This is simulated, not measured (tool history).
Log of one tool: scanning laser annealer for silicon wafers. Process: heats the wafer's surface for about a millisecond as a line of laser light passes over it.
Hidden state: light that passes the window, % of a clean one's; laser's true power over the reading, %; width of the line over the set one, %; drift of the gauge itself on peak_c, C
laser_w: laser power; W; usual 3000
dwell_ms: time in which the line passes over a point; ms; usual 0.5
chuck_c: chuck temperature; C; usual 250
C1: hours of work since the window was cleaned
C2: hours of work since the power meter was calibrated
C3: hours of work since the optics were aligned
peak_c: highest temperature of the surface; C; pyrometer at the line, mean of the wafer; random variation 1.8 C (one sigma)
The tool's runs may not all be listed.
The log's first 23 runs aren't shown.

run 24 hour=287.7 | laser_w=3234 dwell_ms=0.353 chuck_c=230 | C1=63 C2=508 C3=1359 | peak_c=990
run 25 hour=298.1 | laser_w=3234 dwell_ms=0.353 chuck_c=230 | C1=69 C2=514 C3=1365 | peak_c=989
run 26 hour=312.9 | laser_w=3000 dwell_ms=0.353 chuck_c=266 | C1=77 C2=522 C3=1373 | peak_c=961
run 27 hour=320.3 | laser_w=3000 dwell_ms=0.353 chuck_c=266 | C1=81 C2=526 C3=1377 | peak_c=961
run 28 hour=329.2 | laser_w=3000 dwell_ms=0.353 chuck_c=266 | C1=86 C2=531 C3=1382 | peak_c=962
run 29 hour=336.7 | laser_w=2999 dwell_ms=0.448 chuck_c=213 | C1=90 C2=535 C3=1386 | peak_c=986
run 30 hour=350.2 | laser_w=3291 dwell_ms=0.54 chuck_c=233 | C1=98 C2=543 C3=1394 | peak_c=1161
run 31 hour=363.5 | laser_w=2796 dwell_ms=0.362 chuck_c=233 | C1=105 C2=550 C3=1401 | peak_c=881
run 32 hour=374.7 | laser_w=2745 dwell_ms=0.5 chuck_c=286 | C1=111 C2=556 C3=1407 | peak_c=1018
run 33 hour=385.1 | laser_w=2745 dwell_ms=0.5 chuck_c=286 | C1=117 C2=562 C3=1413 | peak_c=1015
run 34 hour=398.3 | laser_w=2862 dwell_ms=0.458 chuck_c=247 | C1=124 C2=569 C3=1420 | peak_c=982
run 35 hour=412 | laser_w=2862 dwell_ms=0.458 chuck_c=247 | C1=132 C2=577 C3=1428 | peak_c=979
run 36 hour=424.1 | laser_w=2862 dwell_ms=0.458 chuck_c=247 | C1=139 C2=584 C3=1435 | peak_c=980
run 37 hour=441.1 | laser_w=2707 dwell_ms=0.382 chuck_c=257 | C1=148 C2=593 C3=1444 | peak_c=897
run 38 hour=457.5 | laser_w=2707 dwell_ms=0.382 chuck_c=257 | C1=157 C2=602 C3=1453 | peak_c=893

5 ways to go on from here, each from the tool as it stands after run 38. What would each give?
run A hour=474.5 | laser_w=3000 dwell_ms=0.559 chuck_c=271 | C1=166 C2=611 C3=1462 | peak_c=?
run B hour=474.5 | laser_w=3000 dwell_ms=0.5 chuck_c=229 | C1=166 C2=611 C3=1462 | peak_c=?
run C hour=474.5 | laser_w=2968 dwell_ms=0.527 chuck_c=242 | C1=166 C2=611 C3=1462 | peak_c=?
run D hour=474.5 | laser_w=3127 dwell_ms=0.408 chuck_c=244 | C1=166 C2=611 C3=1462 | peak_c=?
run E hour=474.5 | laser_w=3153 dwell_ms=0.398 chuck_c=250 | C1=166 C2=611 C3=1462 | peak_c=?

run=A peak_c=1111
run=B peak_c=1029
run=C peak_c=1050
run=D peak_c=1010
run=E peak_c=1011
Without the tool's hidden state the same runs would have given:
run=A peak_c=1142
run=B peak_c=1058
run=C peak_c=1080
run=D peak_c=1039
run=E peak_c=1039
